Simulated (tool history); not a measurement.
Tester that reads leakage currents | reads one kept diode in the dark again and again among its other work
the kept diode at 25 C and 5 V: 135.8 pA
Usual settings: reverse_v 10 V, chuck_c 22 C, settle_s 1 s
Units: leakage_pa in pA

| run | hour | reverse_v | chuck_c | settle_s | leakage_pa |
|---|---|---|---|---|---|
| 1 | 0 | 10 | 22 | 1 | 160.94 |
| 2 | 93.7 | 10 | 22 | 1 | 161.82 |
| 3 | 191.4 | 10 | 22 | 1 | 164.06 |
| 4 | 252.1 | 10 | 22 | 1 | 165.57 |
| 5 | 306.9 | 10 | 22 | 1 | 165.89 |
| 6 | 400 | 10 | 22 | 1 | 166.08 |
| 7 | 493.2 | 10 | 22 | 1 | 168.3 |
| 8 | 549.7 | 10 | 22 | 1 | 169.2 |
| 9 | 656.7 | 10 | 22 | 1 | 170.42 |
| 10 | 745.9 | 2.1 | 22 | 1 | 84.02 |
| 11 | 810.8 | 2.1 | 22 | 1 | 84.69 |
| 12 | 861.5 | 1.2 | 22 | 1 | 66.09 |
| 13 | 936.5 | 10 | 22 | 4.99 | 171.77 |
| 14 | 1033.2 | 10 | 22 | 1 | 175.62 |
| 15 | 1104.1 | 10 | 22 | 1 | 176.95 |
| 16 | 1161.3 | 10 | 22 | 1 | 178.05 |
|  | 1211.6 | chuck's temperature calibrated |
| 17 | 1227 | 10 | 22 | 1 | 199.33 |
| 18 | 1289.7 | 10 | 22 | 1 | 201.27 |
| 19 | 1368.1 | 10 | 22 | 1 | 202 |
| 20 | 1434.3 | 10 | 22 | 1 | 202.8 |
| 21 | 1509 | 4.9 | 46 | 0.34 | 1026.42 |
| 22 | 1567.3 | 4.9 | 46 | 0.34 | 1037.09 |
| 23 | 1613 | 3.6 | 46 | 0.43 | 901.31 |
|  | 1680.3 | chuck's temperature calibrated, once more |
| 24 | 1714.8 | 3.6 | 46 | 0.43 | 687.48 |
| 25 | 1797.8 | 3.6 | 26 | 1.29 | 133.91 |
| 26 | 1846 | 2.1 | 36 | 2.33 | 244.97 |
| 27 | 1945.1 | 2.1 | 36 | 2.33 | 245.97 |
| 28 | 2044.1 | 11.7 | 21 | 2.42 | 157.68 |
| 29 | 2111.8 | 9.6 | 37 | 0.35 | 535.6 |
| 30 | 2190.8 | 10 | 27 | 0.55 | 245.68 |
| 31 | 2260.5 | 2.1 | 32 | 0.36 | 180.8 |
| 32 | 2355.5 | 6.2 | 25 | 0.36 | 167.27 |
| 33 | 2425.7 | 6.2 | 25 | 0.36 | 168.27 |
| 34 | 2533.8 | 9.2 | 45 | 1 | 1004.02 |
| 35 | 2631.7 | 9.2 | 45 | 1 | 1004.01 |
| 36 | 2726.3 | 9.2 | 45 | 1 | 1010.53 |
| 37 | 2793 | 1.7 | 31 | 1 | 154.04 |
| 38 | 2860.5 | 1.7 | 31 | 1 | 154.02 |
| 39 | 2920.4 | 6.3 | 43 | 5.05 | 736.84 |

5 ways to go on from here, each from the tool as it stands after run 39. What would each give?
| A | 3011.9 | 1.5 | 43 | 3.97 | ? |
| B | 3011.9 | 1.7 | 23 | 1.11 | ? |
| C | 3011.9 | 15.6 | 24 | 0.42 | ? |
| D | 3011.9 | 10 | 28 | 0.91 | ? |
| E | 3011.9 | 6.3 | 43 | 0.73 | ? |

| run | leakage_pa |
|---|---|
| A | 389.87 |
| B | 78.63 |
| C | 260.39 |
| D | 275.82 |
| E | 737.11 |
Without the tool's hidden state the same runs would have given:
| run | leakage_pa |
|---|---|
| A | 371.04 |
| B | 71.19 |
| C | 213.86 |
| D | 241.35 |
| E | 693.79 |

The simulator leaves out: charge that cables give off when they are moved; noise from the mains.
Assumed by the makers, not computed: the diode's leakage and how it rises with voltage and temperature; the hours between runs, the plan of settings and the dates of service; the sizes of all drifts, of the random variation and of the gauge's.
